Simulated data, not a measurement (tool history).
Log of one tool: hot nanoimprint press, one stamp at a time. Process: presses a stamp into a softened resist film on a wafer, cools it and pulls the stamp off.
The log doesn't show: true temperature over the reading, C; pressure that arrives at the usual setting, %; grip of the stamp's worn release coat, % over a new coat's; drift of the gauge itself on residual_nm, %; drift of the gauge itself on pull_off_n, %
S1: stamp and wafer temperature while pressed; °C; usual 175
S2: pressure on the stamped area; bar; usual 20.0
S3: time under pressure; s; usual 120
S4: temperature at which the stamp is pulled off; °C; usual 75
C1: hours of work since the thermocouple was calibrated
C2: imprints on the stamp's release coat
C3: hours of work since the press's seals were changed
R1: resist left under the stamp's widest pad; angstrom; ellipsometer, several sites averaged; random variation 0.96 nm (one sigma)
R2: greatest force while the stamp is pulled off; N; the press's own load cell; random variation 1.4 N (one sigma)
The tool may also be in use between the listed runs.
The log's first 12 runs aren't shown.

Run 13, hour 532.8: usual settings but S2 29.6 bar, S4 62 °C; C1 356; C2 621; C3 52. Result: R1 1871 angstrom, R2 235 N.
At hour 577.6: plate thermocouple calibrated.
At hour 603.4: stamp cleaned and given a new release coat.
Run 14, hour 603.4: usual settings but S2 29.6 bar, S4 62 °C; C1 13; C2 0; C3 93. Result: R1 1978 angstrom, R2 217 N.
Run 15, hour 646.7: usual settings but S2 29.6 bar, S4 62 °C; C1 42; C2 114; C3 122. Result: R1 1963 angstrom, R2 221 N.
Run 16, hour 688.8: usual settings but S2 29.6 bar, S4 62 °C; C1 70; C2 225; C3 150. Result: R1 1950 angstrom, R2 224 N.
Run 17, hour 722.2: usual settings but S2 29.6 bar, S4 62 °C; C1 92; C2 313; C3 172. Result: R1 1956 angstrom, R2 230 N.
Run 18, hour 773.5: usual settings but S2 29.6 bar, S3 64 s, S4 62 °C; C1 126; C2 447; C3 206. Result: R1 2488 angstrom, R2 232 N.
Run 19, hour 823.2: usual settings but S1 184 °C, S4 70 °C; C1 160; C2 578; C3 239. Result: R1 1420 angstrom, R2 205 N.
Run 20, hour 872.7: usual settings but S1 186 °C, S2 13.5 bar, S3 61 s, S4 71 °C; C1 193; C2 708; C3 272. Result: R1 2071 angstrom, R2 203 N.
At hour 906.0: stamp cleaned and given a new release coat.
Run 21, hour 910.9: usual settings but S1 186 °C, S2 13.5 bar, S3 61 s, S4 71 °C; C1 214; C2 13; C3 293. Result: R1 2055 angstrom, R2 184 N.
Run 22, hour 941.4: usual settings but S1 171 °C, S4 69 °C; C1 234; C2 93; C3 314. Result: R1 2700 angstrom, R2 193 N.
Run 23, hour 976.4: usual settings but S1 173 °C, S3 201 s; C1 258; C2 185; C3 337. Result: R1 2014 angstrom, R2 173 N.
Run 24, hour 1021.7: usual settings but S1 166 °C, S2 21.8 bar, S3 94 s; C1 288; C2 304; C3 367. Result: R1 3476 angstrom, R2 175 N.
Run 25, hour 1048.6: usual settings but S1 166 °C, S2 21.8 bar, S3 94 s, S4 78 °C; C1 306; C2 375; C3 385. Result: R1 3453 angstrom, R2 167 N.
Run 26, hour 1100.4: usual settings but S1 166 °C, S2 21.8 bar, S3 94 s, S4 78 °C; C1 340; C2 511; C3 420. Result: R1 3439 angstrom, R2 168 N.
Run 27, hour 1150.0: usual settings but S3 117 s, S4 77 °C; C1 373; C2 641; C3 453. Result: R1 2185 angstrom, R2 175 N.
At hour 1170.0: plate thermocouple calibrated.
Run 28, hour 1182.4: usual settings but S1 176 °C, S3 121 s; C1 8; C2 718; C3 472. Result: R1 2215 angstrom, R2 193 N.
At hour 1214.2: stamp cleaned and given a new release coat.
Run 29, hour 1239.5: usual settings but S1 168 °C, S4 77 °C; C1 42; C2 67; C3 506. Result: R1 3226 angstrom, R2 168 N.
Run 30, hour 1294.9: usual settings but S1 164 °C, S2 22.2 bar, S3 234 s, S4 68 °C; C1 79; C2 212; C3 543. Result: R1 3032 angstrom, R2 201 N.
Run 31, hour 1324.9: usual settings but S4 61 °C; C1 99; C2 291; C3 563. Result: R1 2293 angstrom, R2 230 N.

3 ways to go on from here, each from the tool as it stands after run 31. What would each give?
Run A, hour 1390.7: usual settings but S4 67 °C; C1 143; C2 464; C3 607. Result: R1 ?, R2 ?.
Run B, hour 1390.7: usual settings but S2 12.7 bar, S3 165 s, S4 81 °C; C1 143; C2 464; C3 607. Result: R1 ?, R2 ?.
Run C, hour 1390.7: usual settings but S3 230 s, S4 63 °C; C1 143; C2 464; C3 607. Result: R1 ?, R2 ?.

run    R1   R2
  A  2296  212
  B  2410  162
  C  1734  231
Without the tool's hidden state the same runs would have given:
run    R1   R2
  A  2381  200
  B  2501  153
  C  1806  217

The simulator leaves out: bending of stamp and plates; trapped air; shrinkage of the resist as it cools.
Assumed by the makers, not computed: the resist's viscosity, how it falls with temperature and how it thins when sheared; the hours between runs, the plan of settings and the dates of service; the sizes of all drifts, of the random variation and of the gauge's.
